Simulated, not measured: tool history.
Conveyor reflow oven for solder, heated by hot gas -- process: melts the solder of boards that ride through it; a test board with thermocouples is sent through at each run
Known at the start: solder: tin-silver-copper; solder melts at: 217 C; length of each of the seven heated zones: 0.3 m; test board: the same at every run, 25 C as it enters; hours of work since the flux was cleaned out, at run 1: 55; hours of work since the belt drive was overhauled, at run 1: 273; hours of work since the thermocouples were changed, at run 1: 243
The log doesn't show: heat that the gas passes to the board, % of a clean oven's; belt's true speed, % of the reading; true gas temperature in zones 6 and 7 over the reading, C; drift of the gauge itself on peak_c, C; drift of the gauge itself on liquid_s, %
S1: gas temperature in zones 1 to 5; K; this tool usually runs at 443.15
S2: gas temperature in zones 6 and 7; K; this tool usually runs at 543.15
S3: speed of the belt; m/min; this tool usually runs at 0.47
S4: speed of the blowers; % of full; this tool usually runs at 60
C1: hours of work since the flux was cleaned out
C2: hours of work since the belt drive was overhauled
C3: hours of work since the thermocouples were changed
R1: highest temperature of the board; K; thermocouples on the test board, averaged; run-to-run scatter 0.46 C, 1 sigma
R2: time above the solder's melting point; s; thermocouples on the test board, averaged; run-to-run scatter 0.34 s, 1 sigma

| run | hour | S1 | S2 | S3 | S4 | C1 | C2 | C3 | R1 | R2 |
|---|---|---|---|---|---|---|---|---|---|---|
| 1 | 0 | 443.15 | 543.15 | 0.47 | 60 | 55 | 273 | 243 | 524.85 | 56.5 |
| 2 | 11.2 | 443.15 | 543.15 | 0.47 | 60 | 63 | 280 | 251 | 524.85 | 56 |
| 3 | 23 | 443.15 | 543.15 | 0.42 | 60 | 71 | 288 | 259 | 528.35 | 67.2 |
| 4 | 32.6 | 443.15 | 543.15 | 0.42 | 60 | 78 | 295 | 265 | 528.15 | 67.4 |
| 5 | 40.2 | 443.15 | 543.15 | 0.42 | 60 | 83 | 300 | 271 | 528.65 | 66.9 |
| 6 | 53.3 | 443.15 | 543.15 | 0.42 | 60 | 92 | 309 | 280 | 528.25 | 66.8 |
| 7 | 61.7 | 443.15 | 551.15 | 0.47 | 64 | 98 | 315 | 285 | 532.95 | 60.5 |
| 8 | 70.2 | 443.15 | 551.15 | 0.47 | 64 | 104 | 321 | 291 | 533.05 | 62.1 |
| 9 | 78.1 | 443.15 | 551.15 | 0.421 | 83 | 109 | 326 | 297 | 538.15 | 72.6 |
| 10 | 89 | 443.15 | 550.15 | 0.421 | 82 | 117 | 334 | 304 | 537.05 | 71.9 |
| 11 | 99.9 | 432.15 | 536.15 | 0.493 | 64 | 124 | 341 | 312 | 515.85 | 42.4 |
| 12 | 110.2 | 443.15 | 533.15 | 0.47 | 60 | 131 | 349 | 319 | 516.15 | 48.8 |

Predict each of these 5 candidate next runs independently; none follows another, all start after run 12:
| A | 121.2 | 429.15 | 543.15 | 0.47 | 60 | 139 | 356 | 326 | ? | ? |
| B | 121.2 | 443.15 | 548.15 | 0.47 | 58 | 139 | 356 | 326 | ? | ? |
| C | 121.2 | 443.15 | 542.15 | 0.436 | 74 | 139 | 356 | 326 | ? | ? |
| D | 121.2 | 443.15 | 546.15 | 0.485 | 58 | 139 | 356 | 326 | ? | ? |
| E | 121.2 | 451.15 | 557.15 | 0.47 | 51 | 139 | 356 | 326 | ? | ? |

| run | R1 | R2 |
|---|---|---|
| A | 522.85 | 49.9 |
| B | 528.85 | 58.9 |
| C | 528.45 | 64.3 |
| D | 526.55 | 54.7 |
| E | 537.65 | 66.5 |
The same runs, with their run-to-run variation unchanged, on a tool lacking any hidden condition would have given:
| run | R1 | R2 |
|---|---|---|
| A | 524.45 | 50.7 |
| B | 530.45 | 59.4 |
| C | 530.15 | 64.7 |
| D | 528.05 | 55.2 |
| E | 539.15 | 66.6 |
